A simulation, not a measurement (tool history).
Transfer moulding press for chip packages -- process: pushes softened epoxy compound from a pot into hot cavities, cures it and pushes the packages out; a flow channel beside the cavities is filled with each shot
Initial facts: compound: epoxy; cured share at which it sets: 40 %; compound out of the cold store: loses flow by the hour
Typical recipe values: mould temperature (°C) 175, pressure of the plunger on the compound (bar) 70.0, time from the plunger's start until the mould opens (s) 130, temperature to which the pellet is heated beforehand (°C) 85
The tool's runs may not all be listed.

run,hour,mould temperature (°C),pressure of the plunger on the compound (bar),time from the plunger's start until the mould opens (s),temperature to which the pellet is heated beforehand (°C),incoming compound's hours out of the cold store,length that the compound runs in the flow channel (mm),greatest force on the pins that push the packages out (N)
1,0.0,175,70.0,130,85,29.9,754,563
2,16.8,175,59.6,130,85,48.0,630,578
3,29.9,176,70.0,130,85,20.0,790,613
# hour 48.3: cavities cleaned with cleaning compound and waxed
4,48.3,176,70.0,130,85,23.3,773,358
5,60.2,175,70.0,166,85,30.1,746,407
6,80.2,175,70.0,133,85,20.2,789,493
7,101.6,171,70.0,130,85,28.1,758,601
8,123.5,170,70.0,130,76,15.4,813,706
9,142.1,170,70.0,130,76,44.7,692,703
# hour 145.8: cavities cleaned with cleaning compound and waxed
10,167.2,170,70.0,130,76,23.0,772,526
11,182.2,175,70.0,130,86,11.0,819,525
12,192.1,175,70.0,130,86,8.9,826,528
13,213.8,174,70.0,149,85,42.1,693,567

Each row is a separate what-if for the run after 13, all from the same tool condition, not one after another. Results?
A,232.9,174,58.5,160,85,21.6,?,?
B,232.9,175,70.0,163,82,19.2,?,?
C,232.9,174,70.0,140,85,34.9,?,?
D,232.9,174,70.0,118,85,38.4,?,?
E,232.9,178,70.0,118,94,12.3,?,?

run,length that the compound runs in the flow channel (mm),greatest force on the pins that push the packages out (N)
A,703,609
B,779,587
C,717,620
D,702,661
E,804,626
Take away the tool's hidden state, keep each run's random variation, and the runs would have read:
run,length that the compound runs in the flow channel (mm),greatest force on the pins that push the packages out (N)
A,743,352
B,823,340
C,758,359
D,742,378
E,850,363
